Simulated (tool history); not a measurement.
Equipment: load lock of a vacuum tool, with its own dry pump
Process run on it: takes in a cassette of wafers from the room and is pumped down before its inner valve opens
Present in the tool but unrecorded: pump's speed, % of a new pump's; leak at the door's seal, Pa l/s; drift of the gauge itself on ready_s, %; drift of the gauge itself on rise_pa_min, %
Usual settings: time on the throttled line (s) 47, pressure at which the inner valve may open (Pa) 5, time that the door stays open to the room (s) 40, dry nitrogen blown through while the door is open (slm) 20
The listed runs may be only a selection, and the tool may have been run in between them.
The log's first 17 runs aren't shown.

run,hour,time on the throttled line (s),pressure at which the inner valve may open (Pa),time that the door stays open to the room (s),dry nitrogen blown through while the door is open (slm),hours that the pump has run since its overhaul,times that the door has closed on its seal,"incoming humidity of the room's air, %",time from the closed door until the inner valve may open (s),rise of the pressure with all valves shut (Pa/min)
18,1885.7,47,4,40,20,10947,12629,46.2,123.5,0.032
# hour 1971.0: dry pump taken out, an overhauled one fitted
19,1995.0,47,4,40,20,24,12841,41.9,105.7,0.031
20,2084.6,47,4,40,20,114,13025,47.0,104.7,0.037
21,2174.3,45,6,40,8,203,13209,46.2,100.9,0.048
22,2259.1,43,5,30,8,288,13383,46.7,100.9,0.037
23,2404.0,43,9,30,4,433,13681,43.6,96.9,0.044
24,2475.8,24,9,234,4,505,13828,47.0,82.6,0.110
25,2635.7,24,9,234,4,665,14156,49.1,83.1,0.106
26,2707.9,24,9,234,4,737,14305,44.0,83.7,0.096
27,2826.1,24,9,234,4,855,14547,45.4,83.7,0.106
28,2895.9,52,9,234,23,925,14690,46.1,103.9,0.055
29,3032.4,46,5,200,43,1061,14971,44.0,103.7,0.038
30,3117.2,81,5,40,6,1146,15145,45.3,131.8,0.053
31,3225.8,81,5,40,6,1255,15368,43.5,132.4,0.057
32,3373.8,37,7,80,12,1403,15671,40.1,95.6,0.051
33,3530.4,58,6,40,20,1559,15993,43.2,112.2,0.041
34,3688.5,35,6,237,30,1717,16317,44.5,96.9,0.051
35,3843.0,69,9,48,20,1872,16634,44.5,119.8,0.036
36,3958.0,66,6,43,11,1987,16870,45.6,119.0,0.048
37,4097.7,71,6,145,11,2127,17157,42.3,122.1,0.066

3 ways to go on from here, each from the tool as it stands after run 37. What would each give?
A,4263.7,46,6,145,11,2293,17498,45.2,?,?
B,4263.7,49,5,80,9,2293,17498,44.9,?,?
C,4263.7,34,5,40,20,2293,17498,45.8,?,?

run,time from the closed door until the inner valve may open (s),rise of the pressure with all valves shut (Pa/min)
A,105.4,0.067
B,108.9,0.062
C,98.3,0.042
The same runs, with their run-to-run variation unchanged, on a tool lacking any hidden condition would have given:
run,time from the closed door until the inner valve may open (s),rise of the pressure with all valves shut (Pa/min)
A,102.5,0.048
B,106.0,0.043
C,95.3,0.023

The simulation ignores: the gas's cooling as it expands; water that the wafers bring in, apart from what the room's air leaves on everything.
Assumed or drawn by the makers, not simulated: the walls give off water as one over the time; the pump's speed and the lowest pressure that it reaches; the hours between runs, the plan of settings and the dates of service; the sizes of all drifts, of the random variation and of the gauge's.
